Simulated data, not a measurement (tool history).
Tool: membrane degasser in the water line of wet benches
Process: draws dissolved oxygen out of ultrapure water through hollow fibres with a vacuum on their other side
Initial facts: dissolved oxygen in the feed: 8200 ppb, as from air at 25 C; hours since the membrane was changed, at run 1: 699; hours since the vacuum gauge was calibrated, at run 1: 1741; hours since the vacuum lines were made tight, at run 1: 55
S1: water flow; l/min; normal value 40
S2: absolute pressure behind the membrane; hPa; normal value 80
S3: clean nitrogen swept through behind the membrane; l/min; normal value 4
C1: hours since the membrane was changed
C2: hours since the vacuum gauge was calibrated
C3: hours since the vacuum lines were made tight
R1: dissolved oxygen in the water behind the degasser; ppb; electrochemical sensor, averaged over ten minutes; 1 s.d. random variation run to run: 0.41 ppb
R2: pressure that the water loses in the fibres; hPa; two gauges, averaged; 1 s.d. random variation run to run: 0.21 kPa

run 1 day=0 | S1=40 S2=80 S3=4 | C1=699 C2=1741 C3=55 | R1=124.3 R2=560.3
run 2 day=3.025 | S1=40 S2=80 S3=4 | C1=772 C2=1814 C3=127 | R1=124.4 R2=561.3
run 3 day=6.758 | S1=40 S2=80 S3=2.43 | C1=861 C2=1903 C3=217 | R1=188.9 R2=559.3
run 4 day=9.367 | S1=40 S2=66 S3=2.43 | C1=924 C2=1966 C3=280 | R1=137.2 R2=562
run 5 day=11.021 | S1=40 S2=80 S3=4 | C1=963 C2=2005 C3=319 | R1=124.2 R2=560.3
run 6 day=14.408 | S1=40 S2=80 S3=4 | C1=1045 C2=2087 C3=401 | R1=125.1 R2=562.2
run 7 day=17.658 | S1=40 S2=80 S3=4 | C1=1123 C2=2165 C3=479 | R1=124.8 R2=563.3
run 8 day=19.842 | S1=40 S2=80 S3=2.63 | C1=1175 C2=2217 C3=531 | R1=176.5 R2=562.9
-- day=20.083 vacuum gauge calibrated
run 9 day=21.85 | S1=40 S2=80 S3=4 | C1=1223 C2=42 C3=579 | R1=125.2 R2=561.1
run 10 day=24.508 | S1=49 S2=80 S3=4 | C1=1287 C2=106 C3=642 | R1=158.6 R2=687.6
run 11 day=26.9 | S1=40 S2=116.5 S3=4 | C1=1344 C2=164 C3=700 | R1=208.1 R2=563.3
-- day=27.746 vacuum gauge calibrated, once more
run 12 day=30.65 | S1=40 S2=116.5 S3=4 | C1=1434 C2=70 C3=789 | R1=206.1 R2=563.5
run 13 day=33.338 | S1=40 S2=116.5 S3=4 | C1=1498 C2=134 C3=854 | R1=207.7 R2=563.1
run 14 day=35.821 | S1=39 S2=80 S3=3.18 | C1=1558 C2=194 C3=913 | R1=146.5 R2=553.7
run 15 day=38.804 | S1=25 S2=80 S3=4 | C1=1629 C2=265 C3=985 | R1=74.3 R2=352
run 16 day=41.375 | S1=44 S2=80 S3=4.27 | C1=1691 C2=327 C3=1047 | R1=132.6 R2=617.1
run 17 day=45.033 | S1=44 S2=80 S3=4.27 | C1=1779 C2=415 C3=1135 | R1=131.9 R2=623.6
run 18 day=47.342 | S1=38 S2=59.6 S3=2.65 | C1=1834 C2=470 C3=1190 | R1=99.9 R2=535.1
run 19 day=50.1 | S1=38 S2=59.6 S3=2.65 | C1=1900 C2=537 C3=1256 | R1=100.6 R2=536.5
run 20 day=52.542 | S1=38 S2=108.2 S3=2.65 | C1=1959 C2=595 C3=1315 | R1=256.1 R2=536.6
run 21 day=54.608 | S1=52 S2=184.6 S3=5.08 | C1=2009 C2=645 C3=1364 | R1=381.7 R2=730.5
run 22 day=57.042 | S1=40 S2=162.3 S3=2.34 | C1=2067 C2=703 C3=1423 | R1=490 R2=562.3
run 23 day=60.762 | S1=30 S2=85.6 S3=5.72 | C1=2156 C2=792 C3=1512 | R1=72.6 R2=422.9
run 24 day=63.854 | S1=30 S2=85.6 S3=5.72 | C1=2230 C2=867 C3=1586 | R1=71.7 R2=423.6
run 25 day=67.558 | S1=61 S2=80 S3=1.91 | C1=2319 C2=956 C3=1675 | R1=353.2 R2=860.2
run 26 day=69.388 | S1=29 S2=120.2 S3=1.91 | C1=2363 C2=999 C3=1719 | R1=302 R2=409.8

Each row is a separate what-if for the run after 26, all from the same tool condition, not one after another. Results?
run A day=73.079 | S1=41 S2=80 S3=7.66 | C1=2452 C2=1088 C3=1808 | R1=? R2=?
run B day=73.079 | S1=40 S2=80 S3=7.79 | C1=2452 C2=1088 C3=1808 | R1=? R2=?
run C day=73.079 | S1=46 S2=66.5 S3=8.22 | C1=2452 C2=1088 C3=1808 | R1=? R2=?
run D day=73.079 | S1=64 S2=190.2 S3=1.87 | C1=2452 C2=1088 C3=1808 | R1=? R2=?
run E day=73.079 | S1=29 S2=120.2 S3=3.19 | C1=2452 C2=1088 C3=1808 | R1=? R2=?

run=A R1=76.1 R2=571.7
run=B R1=72.9 R2=565.9
run=C R1=67.2 R2=651
run=D R1=1046.5 R2=909.9
run=E R1=190.3 R2=410.8
Without the tool's unlogged condition, the same runs would have read:
run=A R1=75.3 R2=566
run=B R1=72.1 R2=560.3
run=C R1=66 R2=644.5
run=D R1=1044.8 R2=901
run=E R1=189.8 R2=406.8
